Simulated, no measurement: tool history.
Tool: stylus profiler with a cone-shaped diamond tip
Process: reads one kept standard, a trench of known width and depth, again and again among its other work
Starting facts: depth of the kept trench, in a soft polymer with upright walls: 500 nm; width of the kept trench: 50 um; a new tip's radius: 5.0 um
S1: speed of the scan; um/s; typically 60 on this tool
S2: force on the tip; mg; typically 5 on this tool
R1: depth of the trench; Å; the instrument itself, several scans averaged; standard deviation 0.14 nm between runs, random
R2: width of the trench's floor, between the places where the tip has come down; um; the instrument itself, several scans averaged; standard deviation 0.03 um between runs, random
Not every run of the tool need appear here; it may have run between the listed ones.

Run 1, hour 0: usual settings. Result: R1 5067.4 Å, R2 45.54 um.
Run 2, hour 15.4: usual settings. Result: R1 5065.7 Å, R2 45.51 um.
Run 3, hour 25.1: usual settings. Result: R1 5064.5 Å, R2 45.59 um.
Run 4, hour 39: usual settings. Result: R1 5063.2 Å, R2 45.52 um.
Run 5, hour 54.4: usual settings. Result: R1 5063.4 Å, R2 45.57 um.
Run 6, hour 64.4: usual settings. Result: R1 5063.3 Å, R2 45.54 um.
Run 7, hour 79.7: usual settings. Result: R1 5062.5 Å, R2 45.57 um.
Run 8, hour 90.6: usual settings. Result: R1 5063.7 Å, R2 45.48 um.
Run 9, hour 101: usual settings. Result: R1 5062.3 Å, R2 45.53 um.
Run 10, hour 110.6: usual settings but S2 2.24 mg. Result: R1 5036.3 Å, R2 45.53 um.
Run 11, hour 120.2: usual settings. Result: R1 5066.3 Å, R2 45.52 um.
Run 12, hour 128: usual settings. Result: R1 5065.3 Å, R2 45.55 um.
Run 13, hour 139.5: usual settings. Result: R1 5064.5 Å, R2 45.61 um.
Run 14, hour 153.7: usual settings but S2 3.72 mg. Result: R1 5049.5 Å, R2 45.55 um.
Run 15, hour 167.1: usual settings but S2 3.72 mg. Result: R1 5052.9 Å, R2 45.54 um.
Run 16, hour 181.6: usual settings but S2 5.33 mg. Result: R1 5067.2 Å, R2 45.57 um.
Run 17, hour 189: usual settings but S2 5.33 mg. Result: R1 5065.8 Å, R2 45.5 um.
Run 18, hour 203.3: usual settings but S2 7.99 mg. Result: R1 5086.8 Å, R2 45.56 um.
Run 19, hour 220.1: usual settings. Result: R1 5061 Å, R2 45.58 um.
Run 20, hour 237.4: usual settings. Result: R1 5064.5 Å, R2 45.54 um.
Run 21, hour 251.9: usual settings. Result: R1 5064 Å, R2 45.57 um.
Run 22, hour 266.2: usual settings. Result: R1 5064 Å, R2 45.57 um.
Run 23, hour 281.9: usual settings but S1 88 um/s, S2 2.31 mg. Result: R1 5036.7 Å, R2 45.39 um.
Run 24, hour 296.3: usual settings but S1 88 um/s, S2 2.31 mg. Result: R1 5038.7 Å, R2 45.5 um.

Run 25 has not been measured yet. What should we expect?
Run 25, hour 305.1: usual settings but S1 88 um/s, S2 2.31 mg. Result: R1 ?, R2 ?.

Logged for run 25: R1 5035.9 Å, R2 45.45 um.
Take away the tool's hidden state, keep the run-to-run variation as it was, and the same run would have given R1 5035.8 Å, R2 45.46 um.
